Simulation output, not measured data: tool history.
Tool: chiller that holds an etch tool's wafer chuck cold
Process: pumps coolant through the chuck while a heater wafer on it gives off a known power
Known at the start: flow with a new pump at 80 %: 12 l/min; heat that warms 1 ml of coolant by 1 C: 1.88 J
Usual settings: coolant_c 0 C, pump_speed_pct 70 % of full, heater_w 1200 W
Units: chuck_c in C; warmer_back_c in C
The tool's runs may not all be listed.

run	hour	coolant_c	pump_speed_pct	heater_w	chuck_c	warmer_back_c
1	0	0	70	1200	8.9	3.76
2	41.9	0	70	1200	8.7	3.75
3	93.9	0	70	1200	8.7	3.81
4	159.6	0	70	1200	8.7	3.78
5	193.1	0	70	1200	8.7	3.78
6	252.8	0	74	1200	8.4	3.59
7	316.6	4	74	1200	12.4	3.53
8	382.6	-5	85	848	0.4	2.18
9	414.8	-8	72	976	-1.3	2.99
# hour 423.2: coolant pump overhauled
10	469.8	-8	72	976	-0.9	2.99
11	526.4	0	84	775	4.9	2.02
# hour 564.1: coolant pump overhauled, once more
12	572.9	0	84	775	4.7	1.94
13	605.9	0	84	974	6	2.4
14	648.6	8	98	1463	16.6	3.01

Forecast each of these 5 alternatives for the next run:
A	678	0	70	1168	?	?
B	678	8	98	1764	?	?
C	678	8	97	1567	?	?
D	678	-9	95	659	?	?
E	678	0	70	1590	?	?

run	chuck_c	warmer_back_c
A	8.5	3.6
B	18.7	3.72
C	17.2	3.35
D	-5.2	1.43
E	11.8	4.88
Without the tool's hidden state the same runs would have given:
run	chuck_c	warmer_back_c
A	8.9	3.63
B	19	3.74
C	17.5	3.37
D	-4.7	1.44
E	12.1	4.91
